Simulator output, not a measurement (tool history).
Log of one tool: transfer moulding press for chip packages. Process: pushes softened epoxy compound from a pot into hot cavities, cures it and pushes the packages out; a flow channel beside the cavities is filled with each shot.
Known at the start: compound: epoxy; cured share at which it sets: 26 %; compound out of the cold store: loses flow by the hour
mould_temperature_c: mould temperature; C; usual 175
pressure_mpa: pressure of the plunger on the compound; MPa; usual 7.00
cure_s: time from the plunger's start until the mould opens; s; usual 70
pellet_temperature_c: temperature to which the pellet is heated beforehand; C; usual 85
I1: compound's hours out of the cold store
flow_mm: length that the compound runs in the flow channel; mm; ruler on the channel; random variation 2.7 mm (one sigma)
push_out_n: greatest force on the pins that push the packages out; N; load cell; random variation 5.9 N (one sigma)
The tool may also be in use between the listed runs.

{"run": 1, "hour": 0.0, "mould_temperature_c": 175, "pressure_mpa": 7.0, "cure_s": 70, "pellet_temperature_c": 85, "I1": 27.9, "flow_mm": 535, "push_out_n": 280}
{"hour": 55.3, "done": "cavities cleaned with cleaning compound and waxed"}
{"run": 2, "hour": 56.2, "mould_temperature_c": 175, "pressure_mpa": 7.0, "cure_s": 70, "pellet_temperature_c": 85, "I1": 46.1, "flow_mm": 492, "push_out_n": 233}
{"run": 3, "hour": 101.7, "mould_temperature_c": 175, "pressure_mpa": 7.0, "cure_s": 70, "pellet_temperature_c": 85, "I1": 26.0, "flow_mm": 532, "push_out_n": 401}
{"hour": 120.7, "done": "cavities cleaned with cleaning compound and waxed"}
{"run": 4, "hour": 148.9, "mould_temperature_c": 175, "pressure_mpa": 7.0, "cure_s": 70, "pellet_temperature_c": 85, "I1": 30.9, "flow_mm": 517, "push_out_n": 340}
{"hour": 156.3, "done": "plunger's sealing rings changed"}
{"hour": 191.2, "done": "cavities cleaned with cleaning compound and waxed"}
{"run": 5, "hour": 205.1, "mould_temperature_c": 175, "pressure_mpa": 7.0, "cure_s": 70, "pellet_temperature_c": 85, "I1": 27.7, "flow_mm": 539, "push_out_n": 299}
{"run": 6, "hour": 238.5, "mould_temperature_c": 175, "pressure_mpa": 7.0, "cure_s": 70, "pellet_temperature_c": 85, "I1": 34.6, "flow_mm": 520, "push_out_n": 403}
{"hour": 255.8, "done": "cavities cleaned with cleaning compound and waxed"}
{"run": 7, "hour": 292.7, "mould_temperature_c": 175, "pressure_mpa": 6.51, "cure_s": 70, "pellet_temperature_c": 85, "I1": 32.3, "flow_mm": 507, "push_out_n": 368}
{"hour": 319.6, "done": "cavities cleaned with cleaning compound and waxed"}
{"run": 8, "hour": 337.8, "mould_temperature_c": 175, "pressure_mpa": 7.0, "cure_s": 92, "pellet_temperature_c": 85, "I1": 38.0, "flow_mm": 511, "push_out_n": 250}
{"run": 9, "hour": 370.6, "mould_temperature_c": 175, "pressure_mpa": 7.0, "cure_s": 92, "pellet_temperature_c": 85, "I1": 38.7, "flow_mm": 513, "push_out_n": 332}
{"hour": 388.5, "done": "cavities cleaned with cleaning compound and waxed"}
{"hour": 428.5, "done": "plunger's sealing rings changed"}
{"run": 10, "hour": 439.4, "mould_temperature_c": 175, "pressure_mpa": 7.0, "cure_s": 70, "pellet_temperature_c": 85, "I1": 14.3, "flow_mm": 569, "push_out_n": 405}
{"hour": 454.6, "done": "cavities cleaned with cleaning compound and waxed"}
{"run": 11, "hour": 479.5, "mould_temperature_c": 175, "pressure_mpa": 6.91, "cure_s": 70, "pellet_temperature_c": 85, "I1": 33.8, "flow_mm": 521, "push_out_n": 322}
{"hour": 518.2, "done": "cavities cleaned with cleaning compound and waxed"}
{"run": 12, "hour": 518.2, "mould_temperature_c": 175, "pressure_mpa": 7.0, "cure_s": 70, "pellet_temperature_c": 85, "I1": 23.8, "flow_mm": 545, "push_out_n": 233}
{"run": 13, "hour": 548.5, "mould_temperature_c": 175, "pressure_mpa": 7.0, "cure_s": 70, "pellet_temperature_c": 85, "I1": 32.6, "flow_mm": 528, "push_out_n": 361}
{"hour": 582.8, "done": "cavities cleaned with cleaning compound and waxed"}
{"run": 14, "hour": 597.5, "mould_temperature_c": 175, "pressure_mpa": 7.0, "cure_s": 70, "pellet_temperature_c": 85, "I1": 34.7, "flow_mm": 516, "push_out_n": 302}
{"run": 15, "hour": 640.1, "mould_temperature_c": 175, "pressure_mpa": 7.0, "cure_s": 70, "pellet_temperature_c": 85, "I1": 15.5, "flow_mm": 552, "push_out_n": 435}
{"hour": 646.1, "done": "cavities cleaned with cleaning compound and waxed"}
{"run": 16, "hour": 668.7, "mould_temperature_c": 176, "pressure_mpa": 7.0, "cure_s": 70, "pellet_temperature_c": 91, "I1": 38.3, "flow_mm": 505, "push_out_n": 333}
{"hour": 703.8, "done": "plunger's sealing rings changed"}
{"hour": 713.3, "done": "cavities cleaned with cleaning compound and waxed"}
{"run": 17, "hour": 713.3, "mould_temperature_c": 176, "pressure_mpa": 7.0, "cure_s": 70, "pellet_temperature_c": 91, "I1": 20.5, "flow_mm": 553, "push_out_n": 221}
{"hour": 776.6, "done": "cavities cleaned with cleaning compound and waxed"}
{"run": 18, "hour": 777.0, "mould_temperature_c": 176, "pressure_mpa": 7.0, "cure_s": 89, "pellet_temperature_c": 84, "I1": 11.7, "flow_mm": 573, "push_out_n": 200}
{"run": 19, "hour": 813.0, "mould_temperature_c": 176, "pressure_mpa": 7.0, "cure_s": 89, "pellet_temperature_c": 84, "I1": 32.3, "flow_mm": 527, "push_out_n": 294}
{"hour": 839.8, "done": "cavities cleaned with cleaning compound and waxed"}
{"run": 20, "hour": 861.6, "mould_temperature_c": 176, "pressure_mpa": 5.43, "cure_s": 89, "pellet_temperature_c": 84, "I1": 39.9, "flow_mm": 444, "push_out_n": 273}
{"hour": 905.4, "done": "cavities cleaned with cleaning compound and waxed"}
{"run": 21, "hour": 919.4, "mould_temperature_c": 172, "pressure_mpa": 6.2, "cure_s": 70, "pellet_temperature_c": 85, "I1": 29.0, "flow_mm": 507, "push_out_n": 370}
{"run": 22, "hour": 964.6, "mould_temperature_c": 172, "pressure_mpa": 6.2, "cure_s": 70, "pellet_temperature_c": 85, "I1": 14.9, "flow_mm": 530, "push_out_n": 533}
{"hour": 970.0, "done": "cavities cleaned with cleaning compound and waxed"}
{"hour": 982.6, "done": "plunger's sealing rings changed"}
{"run": 23, "hour": 1016.9, "mould_temperature_c": 175, "pressure_mpa": 6.67, "cure_s": 100, "pellet_temperature_c": 77, "I1": 33.5, "flow_mm": 517, "push_out_n": 329}
{"hour": 1036.8, "done": "cavities cleaned with cleaning compound and waxed"}
{"run": 24, "hour": 1064.2, "mould_temperature_c": 175, "pressure_mpa": 8.62, "cure_s": 104, "pellet_temperature_c": 88, "I1": 35.6, "flow_mm": 581, "push_out_n": 278}
{"hour": 1102.2, "done": "cavities cleaned with cleaning compound and waxed"}
{"hour": 1115.6, "done": "mould's thermocouples calibrated"}
{"run": 25, "hour": 1121.9, "mould_temperature_c": 175, "pressure_mpa": 8.62, "cure_s": 104, "pellet_temperature_c": 88, "I1": 23.6, "flow_mm": 604, "push_out_n": 253}
{"hour": 1170.0, "done": "cavities cleaned with cleaning compound and waxed"}
{"run": 26, "hour": 1171.1, "mould_temperature_c": 178, "pressure_mpa": 7.0, "cure_s": 70, "pellet_temperature_c": 85, "I1": 29.0, "flow_mm": 518, "push_out_n": 199}
{"run": 27, "hour": 1200.5, "mould_temperature_c": 178, "pressure_mpa": 7.48, "cure_s": 60, "pellet_temperature_c": 84, "I1": 20.6, "flow_mm": 545, "push_out_n": 380}

Forecast each of these 3 alternatives for the next run:
{"hour": 1233.8, "done": "cavities cleaned with cleaning compound and waxed"}
{"hour": 1260.1, "done": "plunger's sealing rings changed"}
{"run": "A", "hour": 1261.0, "mould_temperature_c": 175, "pressure_mpa": 5.51, "cure_s": 90, "pellet_temperature_c": 93, "I1": 23.0, "flow_mm": "?", "push_out_n": "?"}
{"hour": 1233.8, "done": "cavities cleaned with cleaning compound and waxed"}
{"hour": 1260.1, "done": "plunger's sealing rings changed"}
{"run": "B", "hour": 1261.0, "mould_temperature_c": 172, "pressure_mpa": 7.61, "cure_s": 60, "pellet_temperature_c": 84, "I1": 23.9, "flow_mm": "?", "push_out_n": "?"}
{"hour": 1233.8, "done": "cavities cleaned with cleaning compound and waxed"}
{"hour": 1260.1, "done": "plunger's sealing rings changed"}
{"run": "C", "hour": 1261.0, "mould_temperature_c": 175, "pressure_mpa": 7.0, "cure_s": 96, "pellet_temperature_c": 90, "I1": 40.2, "flow_mm": "?", "push_out_n": "?"}

run=A flow_mm=487 push_out_n=272
run=B flow_mm=576 push_out_n=532
run=C flow_mm=518 push_out_n=257
Without the tool's hidden state the same runs would have given:
run=A flow_mm=487 push_out_n=185
run=B flow_mm=576 push_out_n=356
run=C flow_mm=518 push_out_n=171
